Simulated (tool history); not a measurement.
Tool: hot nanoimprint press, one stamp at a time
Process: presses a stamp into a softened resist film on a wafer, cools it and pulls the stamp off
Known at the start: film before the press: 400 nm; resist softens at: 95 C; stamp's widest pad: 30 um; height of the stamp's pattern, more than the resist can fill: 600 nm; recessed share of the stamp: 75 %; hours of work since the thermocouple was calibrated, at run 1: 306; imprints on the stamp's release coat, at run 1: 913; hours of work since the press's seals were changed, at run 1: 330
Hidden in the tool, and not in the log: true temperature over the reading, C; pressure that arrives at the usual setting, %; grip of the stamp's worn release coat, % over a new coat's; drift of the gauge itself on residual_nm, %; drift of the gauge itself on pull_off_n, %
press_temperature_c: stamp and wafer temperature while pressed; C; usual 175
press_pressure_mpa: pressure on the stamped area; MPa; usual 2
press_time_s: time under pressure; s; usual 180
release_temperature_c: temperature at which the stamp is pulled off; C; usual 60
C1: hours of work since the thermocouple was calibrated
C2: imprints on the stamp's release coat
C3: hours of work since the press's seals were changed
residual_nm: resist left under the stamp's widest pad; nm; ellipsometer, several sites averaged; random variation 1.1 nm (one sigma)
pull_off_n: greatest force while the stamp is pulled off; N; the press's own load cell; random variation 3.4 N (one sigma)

{"run": 1, "hour": 0.0, "press_temperature_c": 175, "press_pressure_mpa": 2, "press_time_s": 180, "release_temperature_c": 60, "C1": 306, "C2": 913, "C3": 330, "residual_nm": 158.3, "pull_off_n": 165}
{"run": 2, "hour": 7.7, "press_temperature_c": 175, "press_pressure_mpa": 2, "press_time_s": 180, "release_temperature_c": 60, "C1": 309, "C2": 934, "C3": 334, "residual_nm": 157.5, "pull_off_n": 157}
{"run": 3, "hour": 20.1, "press_temperature_c": 175, "press_pressure_mpa": 2, "press_time_s": 180, "release_temperature_c": 60, "C1": 315, "C2": 968, "C3": 339, "residual_nm": 157.6, "pull_off_n": 162}
{"run": 4, "hour": 27.9, "press_temperature_c": 175, "press_pressure_mpa": 2, "press_time_s": 289, "release_temperature_c": 60, "C1": 318, "C2": 989, "C3": 342, "residual_nm": 131, "pull_off_n": 158}
{"run": 5, "hour": 36.8, "press_temperature_c": 175, "press_pressure_mpa": 2, "press_time_s": 289, "release_temperature_c": 47, "C1": 322, "C2": 1013, "C3": 346, "residual_nm": 131, "pull_off_n": 190}
{"run": 6, "hour": 45.5, "press_temperature_c": 175, "press_pressure_mpa": 2, "press_time_s": 180, "release_temperature_c": 60, "C1": 326, "C2": 1037, "C3": 350, "residual_nm": 156, "pull_off_n": 163}
{"run": 7, "hour": 55.8, "press_temperature_c": 175, "press_pressure_mpa": 2, "press_time_s": 180, "release_temperature_c": 60, "C1": 330, "C2": 1065, "C3": 355, "residual_nm": 155, "pull_off_n": 167}
{"run": 8, "hour": 74.9, "press_temperature_c": 175, "press_pressure_mpa": 2, "press_time_s": 180, "release_temperature_c": 56, "C1": 339, "C2": 1117, "C3": 363, "residual_nm": 157.5, "pull_off_n": 172}
{"run": 9, "hour": 90.1, "press_temperature_c": 175, "press_pressure_mpa": 2, "press_time_s": 180, "release_temperature_c": 56, "C1": 345, "C2": 1158, "C3": 370, "residual_nm": 156.1, "pull_off_n": 176}
{"run": 10, "hour": 99.2, "press_temperature_c": 175, "press_pressure_mpa": 2.3, "press_time_s": 180, "release_temperature_c": 60, "C1": 349, "C2": 1183, "C3": 374, "residual_nm": 145.9, "pull_off_n": 164}
{"run": 11, "hour": 107.6, "press_temperature_c": 169, "press_pressure_mpa": 2.3, "press_time_s": 180, "release_temperature_c": 60, "C1": 353, "C2": 1206, "C3": 378, "residual_nm": 185.4, "pull_off_n": 163}
{"run": 12, "hour": 123.0, "press_temperature_c": 169, "press_pressure_mpa": 2.3, "press_time_s": 180, "release_temperature_c": 60, "C1": 360, "C2": 1248, "C3": 384, "residual_nm": 184.5, "pull_off_n": 162}
{"run": 13, "hour": 141.3, "press_temperature_c": 169, "press_pressure_mpa": 2.3, "press_time_s": 180, "release_temperature_c": 60, "C1": 368, "C2": 1297, "C3": 392, "residual_nm": 185.6, "pull_off_n": 165}
{"run": 14, "hour": 160.4, "press_temperature_c": 169, "press_pressure_mpa": 2.3, "press_time_s": 180, "release_temperature_c": 60, "C1": 376, "C2": 1349, "C3": 401, "residual_nm": 185.5, "pull_off_n": 162}
{"run": 15, "hour": 172.1, "press_temperature_c": 169, "press_pressure_mpa": 2.3, "press_time_s": 180, "release_temperature_c": 60, "C1": 381, "C2": 1381, "C3": 406, "residual_nm": 185.4, "pull_off_n": 161}
{"run": 16, "hour": 187.3, "press_temperature_c": 179, "press_pressure_mpa": 2, "press_time_s": 180, "release_temperature_c": 48, "C1": 388, "C2": 1423, "C3": 413, "residual_nm": 136.4, "pull_off_n": 188}
{"run": 17, "hour": 204.2, "press_temperature_c": 179, "press_pressure_mpa": 1.46, "press_time_s": 193, "release_temperature_c": 54, "C1": 396, "C2": 1469, "C3": 420, "residual_nm": 153.3, "pull_off_n": 175}
{"run": 18, "hour": 218.2, "press_temperature_c": 179, "press_pressure_mpa": 1.46, "press_time_s": 193, "release_temperature_c": 54, "C1": 402, "C2": 1507, "C3": 426, "residual_nm": 154.5, "pull_off_n": 173}
{"run": 19, "hour": 230.5, "press_temperature_c": 175, "press_pressure_mpa": 2.11, "press_time_s": 180, "release_temperature_c": 58, "C1": 407, "C2": 1540, "C3": 432, "residual_nm": 152.5, "pull_off_n": 168}
{"run": 20, "hour": 248.8, "press_temperature_c": 175, "press_pressure_mpa": 2.94, "press_time_s": 359, "release_temperature_c": 60, "C1": 415, "C2": 1590, "C3": 440, "residual_nm": 97.3, "pull_off_n": 163}
{"run": 21, "hour": 259.3, "press_temperature_c": 184, "press_pressure_mpa": 1.68, "press_time_s": 301, "release_temperature_c": 66, "C1": 420, "C2": 1619, "C3": 444, "residual_nm": 99, "pull_off_n": 152}
{"run": 22, "hour": 270.5, "press_temperature_c": 173, "press_pressure_mpa": 1.33, "press_time_s": 170, "release_temperature_c": 46, "C1": 425, "C2": 1649, "C3": 449, "residual_nm": 208.6, "pull_off_n": 192}

The same runs without the tool's hidden state, with the same run-to-run variation:
run=1 pull_off_n=164
run=2 pull_off_n=156
run=3 pull_off_n=161
run=4 pull_off_n=157
run=5 pull_off_n=188
run=6 pull_off_n=161
run=7 pull_off_n=165
run=8 pull_off_n=170
run=9 pull_off_n=174
run=10 pull_off_n=162
run=11 pull_off_n=161
run=12 pull_off_n=160
run=13 pull_off_n=163
run=14 pull_off_n=160
run=15 pull_off_n=159
run=16 pull_off_n=185
run=17 pull_off_n=173
run=18 pull_off_n=170
run=19 pull_off_n=165
run=20 pull_off_n=160
run=21 pull_off_n=150
run=22 pull_off_n=188
residual_nm: within 0.4 nm of the measured result in every run.
